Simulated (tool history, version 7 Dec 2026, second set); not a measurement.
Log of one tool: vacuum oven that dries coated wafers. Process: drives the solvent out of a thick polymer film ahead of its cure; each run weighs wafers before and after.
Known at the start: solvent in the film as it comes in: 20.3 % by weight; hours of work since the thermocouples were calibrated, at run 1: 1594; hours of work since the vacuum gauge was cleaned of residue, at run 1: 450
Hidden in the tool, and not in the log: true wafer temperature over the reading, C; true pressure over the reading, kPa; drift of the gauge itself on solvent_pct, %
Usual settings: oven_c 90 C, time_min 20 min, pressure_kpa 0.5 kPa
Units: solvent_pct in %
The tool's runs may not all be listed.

run     day  oven_c  time_min  pressure_kpa  hours of work since the thermocouples were calibrated  hours of work since the vacuum gauge was cleaned of residue  solvent_pct
  1       0      90        20           0.5                                                   1594                                                          450          3.5
  2   2.504      90        20           0.5                                                   1621                                                          478          3.5
  3   4.608      90        20         0.496                                                   1645                                                          501         3.48
      5.921  -- oven's thermocouples calibrated
  4   6.754      90        20         0.496                                                      9                                                          524         4.42
  5   8.554      90        20           0.5                                                     29                                                          544         4.43
  6  11.033      90        20           0.5                                                     56                                                          571         4.41
  7  13.938      90        20          1.54                                                     88                                                          603         5.26
  8    17.6      90        20          1.54                                                    129                                                          643         5.22
  9  20.662     100        20         0.715                                                    163                                                          677          1.4
     21.017  -- vacuum gauge cleaned of residue and calibrated
 10  22.929     101        28         0.571                                                    187                                                           21         0.71
 11  24.779     101        28         0.571                                                    207                                                           42         0.71
 12  27.679      92        36         0.441                                                    239                                                           74          1.4
       28.4  -- vacuum gauge cleaned of residue and calibrated, once more
 13  30.754      94        36         0.608                                                    273                                                           26         1.02
 14  34.296      78        20           0.5                                                    312                                                           65         9.55
 15  37.867      97        20         1.739                                                    351                                                          104         2.66

The same runs without the tool's hidden state, with the same run-to-run variation:
run  solvent_pct
  1         4.33
  2         4.33
  3         4.32
  4         4.29
  5         4.31
  6          4.3
  7         5.16
  8         5.14
  9         1.33
 10         0.56
 11         0.56
 12         1.21
 13         1.06
 14         9.69
 15         2.76

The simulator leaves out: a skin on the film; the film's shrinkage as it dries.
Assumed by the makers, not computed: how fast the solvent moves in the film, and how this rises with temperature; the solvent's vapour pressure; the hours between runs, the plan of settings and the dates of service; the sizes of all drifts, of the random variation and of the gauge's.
